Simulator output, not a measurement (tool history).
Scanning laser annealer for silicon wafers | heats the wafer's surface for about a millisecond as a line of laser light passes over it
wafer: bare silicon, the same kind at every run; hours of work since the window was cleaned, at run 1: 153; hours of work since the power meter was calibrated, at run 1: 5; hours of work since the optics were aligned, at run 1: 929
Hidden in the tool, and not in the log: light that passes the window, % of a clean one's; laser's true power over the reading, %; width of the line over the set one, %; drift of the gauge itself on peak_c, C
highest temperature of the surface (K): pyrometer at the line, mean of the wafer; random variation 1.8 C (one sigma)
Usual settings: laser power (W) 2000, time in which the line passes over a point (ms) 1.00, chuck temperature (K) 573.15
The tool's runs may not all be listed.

run,hour,laser power (W),time in which the line passes over a point (ms),chuck temperature (K),hours of work since the window was cleaned,hours of work since the power meter was calibrated,hours of work since the optics were aligned,highest temperature of the surface (K)
1,0.0,2000,1.00,573.15,153,5,929,1258.15
2,12.7,2000,1.00,573.15,161,12,937,1259.15
3,28.9,2000,1.00,573.15,171,22,946,1262.15
4,41.4,2000,1.00,573.15,178,30,954,1262.15
5,58.0,2000,1.00,573.15,188,40,964,1258.15
6,71.0,2000,1.00,573.15,196,48,972,1257.15
7,80.3,2000,1.07,573.15,202,53,978,1281.15
8,88.8,2000,1.07,573.15,207,58,983,1278.15
9,96.9,2000,1.07,573.15,212,63,988,1279.15
10,115.5,1900,1.07,573.15,223,75,999,1235.15
11,125.8,2000,1.00,573.15,229,81,1005,1254.15
12,141.8,2000,1.00,573.15,239,91,1015,1252.15
13,158.1,2000,1.00,576.15,249,100,1025,1255.15
14,174.9,2000,1.00,576.15,259,111,1035,1253.15
15,185.6,2000,1.00,576.15,266,117,1042,1255.15
16,195.8,2036,1.10,535.15,272,123,1048,1251.15
17,214.1,2111,1.10,571.15,283,134,1059,1319.15
18,234.3,1905,0.80,563.15,295,147,1071,1144.15
19,254.6,2000,0.97,539.15,308,159,1083,1205.15
# hour 265.8: window over the wafer cleaned
20,268.5,2000,0.97,573.15,2,166,1091,1263.15
21,279.6,1825,1.00,569.15,8,173,1097,1203.15
22,292.6,2150,1.09,605.15,16,181,1105,1391.15
23,305.2,2150,1.09,605.15,24,189,1113,1393.15
24,325.5,2150,1.09,605.15,36,201,1125,1384.15
25,334.7,2150,1.09,605.15,42,206,1131,1389.15
26,347.9,2193,0.95,573.15,50,214,1139,1328.15
27,357.1,2158,0.73,573.15,55,220,1144,1237.15

Hidden state at the last listed run before each entry between runs and at the first one after, where it differs:
Between runs 19 and 20: window over the wafer cleaned (hour 265.8)
  light that passes the window, % of a clean one's: 96.38 -> 99.7; width of the line over the set one, %: 1.18 -> 1.19
  measured less the result without the state, highest temperature of the surface (K): -37.00 -> -11.00

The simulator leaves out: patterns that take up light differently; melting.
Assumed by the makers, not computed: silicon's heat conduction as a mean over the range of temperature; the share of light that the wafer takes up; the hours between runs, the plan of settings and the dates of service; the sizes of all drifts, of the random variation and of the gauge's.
